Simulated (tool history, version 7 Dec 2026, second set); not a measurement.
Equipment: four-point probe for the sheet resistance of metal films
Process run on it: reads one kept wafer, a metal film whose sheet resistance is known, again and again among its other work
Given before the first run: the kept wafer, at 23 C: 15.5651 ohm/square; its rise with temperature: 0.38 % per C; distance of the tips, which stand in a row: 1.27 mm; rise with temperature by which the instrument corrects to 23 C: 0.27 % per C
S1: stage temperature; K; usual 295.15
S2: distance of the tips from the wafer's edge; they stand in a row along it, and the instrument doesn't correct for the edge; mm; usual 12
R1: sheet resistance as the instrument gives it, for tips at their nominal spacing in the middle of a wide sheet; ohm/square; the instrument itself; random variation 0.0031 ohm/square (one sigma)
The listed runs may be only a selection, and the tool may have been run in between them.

| run | hour | S1 | S2 | R1 |
|---|---|---|---|---|
| 1 | 0.0 | 295.15 | 12 | 15.699248 |
| 2 | 39.8 | 295.15 | 36 | 15.614713 |
| 3 | 84.8 | 295.15 | 36 | 15.617786 |
| 4 | 139.0 | 295.15 | 36 | 15.617150 |
| 5 | 163.6 | 295.15 | 63 | 15.614448 |
| 6 | 189.6 | 295.15 | 63 | 15.616038 |
| 7 | 224.8 | 295.15 | 63 | 15.618255 |
| 8 | 278.2 | 291.15 | 12 | 15.636529 |
| 9 | 330.0 | 291.15 | 12 | 15.636652 |
| 10 | 383.8 | 291.15 | 12 | 15.637867 |
| 11 | 425.4 | 291.15 | 12 | 15.636448 |
| 12 | 476.7 | 291.15 | 3 | 16.903738 |
| 13 | 521.6 | 291.15 | 3 | 16.901654 |
| 14 | 574.6 | 291.15 | 3 | 16.897756 |
| 15 | 629.3 | 297.15 | 4 | 16.460158 |
| 16 | 661.2 | 296.15 | 6 | 16.005427 |
| 17 | 710.9 | 296.15 | 6 | 16.012823 |
| 18 | 744.7 | 302.15 | 12 | 15.840281 |
| 19 | 796.4 | 302.15 | 12 | 15.843533 |
| 20 | 851.4 | 302.15 | 12 | 15.842788 |
| 21 | 905.0 | 296.15 | 21 | 15.671675 |
| 22 | 951.5 | 292.15 | 60 | 15.579943 |
| 23 | 983.3 | 295.15 | 15 | 15.689447 |
| 24 | 1039.6 | 297.15 | 74 | 15.665952 |
| 25 | 1084.6 | 297.15 | 74 | 15.670506 |

Below are 5 alternative next runs, each starting from the tool's condition after run 25. Predict each:
| A | 1128.6 | 295.15 | 41 | ? |
| B | 1128.6 | 295.15 | 11 | ? |
| C | 1128.6 | 297.15 | 30 | ? |
| D | 1128.6 | 296.15 | 7 | ? |
| E | 1128.6 | 299.15 | 56 | ? |

| run | R1 |
|---|---|
| A | 15.637607 |
| B | 15.746347 |
| C | 15.678936 |
| D | 15.919991 |
| E | 15.706285 |
With no hidden state in the tool, these same runs would have given:
| run | R1 |
|---|---|
| A | 15.553870 |
| B | 15.662093 |
| C | 15.594652 |
| D | 15.834745 |
| E | 15.621522 |
